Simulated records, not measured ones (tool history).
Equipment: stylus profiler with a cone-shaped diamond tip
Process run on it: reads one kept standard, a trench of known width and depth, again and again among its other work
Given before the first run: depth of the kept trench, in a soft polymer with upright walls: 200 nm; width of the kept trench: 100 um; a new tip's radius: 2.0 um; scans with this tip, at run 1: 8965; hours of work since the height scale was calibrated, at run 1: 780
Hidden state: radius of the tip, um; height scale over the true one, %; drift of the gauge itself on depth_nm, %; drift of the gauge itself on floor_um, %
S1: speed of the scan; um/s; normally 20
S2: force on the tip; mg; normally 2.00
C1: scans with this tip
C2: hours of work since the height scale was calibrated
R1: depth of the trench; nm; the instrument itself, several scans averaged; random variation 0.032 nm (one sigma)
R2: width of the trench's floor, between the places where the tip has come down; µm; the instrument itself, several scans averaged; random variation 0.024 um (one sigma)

{"run": 1, "day": 0.0, "S1": 20, "S2": 2.0, "C1": 8965, "C2": 780, "R1": 203.14, "R2": 97.71}
{"run": 2, "day": 1.408, "S1": 20, "S2": 2.0, "C1": 9157, "C2": 797, "R1": 203.14, "R2": 97.77}
{"run": 3, "day": 3.025, "S1": 22, "S2": 2.0, "C1": 9377, "C2": 816, "R1": 203.13, "R2": 97.73}
{"run": 4, "day": 3.979, "S1": 22, "S2": 2.0, "C1": 9507, "C2": 827, "R1": 203.13, "R2": 97.77}
{"run": 5, "day": 5.204, "S1": 22, "S2": 2.0, "C1": 9675, "C2": 842, "R1": 203.16, "R2": 97.71}
{"run": 6, "day": 6.342, "S1": 22, "S2": 2.0, "C1": 9829, "C2": 855, "R1": 203.23, "R2": 97.7}
{"run": 7, "day": 8.221, "S1": 22, "S2": 2.0, "C1": 10086, "C2": 877, "R1": 203.19, "R2": 97.69}
{"run": 8, "day": 9.25, "S1": 20, "S2": 2.0, "C1": 10226, "C2": 889, "R1": 203.21, "R2": 97.69}
{"run": 9, "day": 10.721, "S1": 20, "S2": 2.0, "C1": 10426, "C2": 907, "R1": 203.19, "R2": 97.73}
{"run": 10, "day": 12.054, "S1": 12, "S2": 2.0, "C1": 10608, "C2": 923, "R1": 203.15, "R2": 97.75}
{"run": 11, "day": 13.496, "S1": 12, "S2": 2.0, "C1": 10804, "C2": 940, "R1": 203.18, "R2": 97.72}
{"run": 12, "day": 15.175, "S1": 75, "S2": 2.0, "C1": 11033, "C2": 960, "R1": 203.19, "R2": 97.43}
{"run": 13, "day": 16.938, "S1": 20, "S2": 2.0, "C1": 11273, "C2": 981, "R1": 203.2, "R2": 97.68}
{"run": 14, "day": 19.083, "S1": 9, "S2": 2.84, "C1": 11566, "C2": 1006, "R1": 203.95, "R2": 97.73}
{"run": 15, "day": 20.396, "S1": 24, "S2": 2.89, "C1": 11745, "C2": 1022, "R1": 204.04, "R2": 97.65}
{"run": 16, "day": 22.388, "S1": 14, "S2": 2.0, "C1": 12016, "C2": 1045, "R1": 203.24, "R2": 97.72}
{"run": 17, "day": 24.362, "S1": 20, "S2": 1.42, "C1": 12286, "C2": 1069, "R1": 202.68, "R2": 97.63}
{"run": 18, "day": 25.367, "S1": 41, "S2": 1.42, "C1": 12422, "C2": 1081, "R1": 202.68, "R2": 97.49}
{"run": 19, "day": 26.712, "S1": 24, "S2": 2.65, "C1": 12605, "C2": 1096, "R1": 203.84, "R2": 97.59}
{"run": 20, "day": 27.967, "S1": 24, "S2": 2.65, "C1": 12777, "C2": 1111, "R1": 203.83, "R2": 97.61}
{"day": 28.333, "done": "new tip fitted, height scale calibrated"}
{"run": 21, "day": 29.6, "S1": 24, "S2": 2.65, "C1": 172, "C2": 15, "R1": 203.36, "R2": 98.1}
{"run": 22, "day": 31.083, "S1": 24, "S2": 2.65, "C1": 375, "C2": 33, "R1": 203.35, "R2": 98.15}
{"run": 23, "day": 32.429, "S1": 20, "S2": 1.06, "C1": 559, "C2": 49, "R1": 201.81, "R2": 98.09}
{"run": 24, "day": 34.454, "S1": 23, "S2": 5.2, "C1": 834, "C2": 73, "R1": 205.3, "R2": 98.1}
{"run": 25, "day": 36.292, "S1": 23, "S2": 5.2, "C1": 1085, "C2": 94, "R1": 205.26, "R2": 98.1}

Branching from run 25: 4 alternative next runs. What would each branch give?
{"run": "A", "day": 38.117, "S1": 12, "S2": 0.81, "C1": 1333, "C2": 116, "R1": "?", "R2": "?"}
{"run": "B", "day": 38.117, "S1": 62, "S2": 2.0, "C1": 1333, "C2": 116, "R1": "?", "R2": "?"}
{"run": "C", "day": 38.117, "S1": 19, "S2": 5.2, "C1": 1333, "C2": 116, "R1": "?", "R2": "?"}
{"run": "D", "day": 38.117, "S1": 9, "S2": 0.85, "C1": 1333, "C2": 116, "R1": "?", "R2": "?"}

run=A R1=201.56 R2=98.08
run=B R1=202.76 R2=97.91
run=C R1=205.27 R2=98.12
run=D R1=201.55 R2=98.09
With the hidden condition removed and each run's random variation left untouched, the same runs would have given:
run=A R1=201.55 R2=98.17
run=B R1=202.75 R2=97.99
run=C R1=205.26 R2=98.20
run=D R1=201.54 R2=98.18
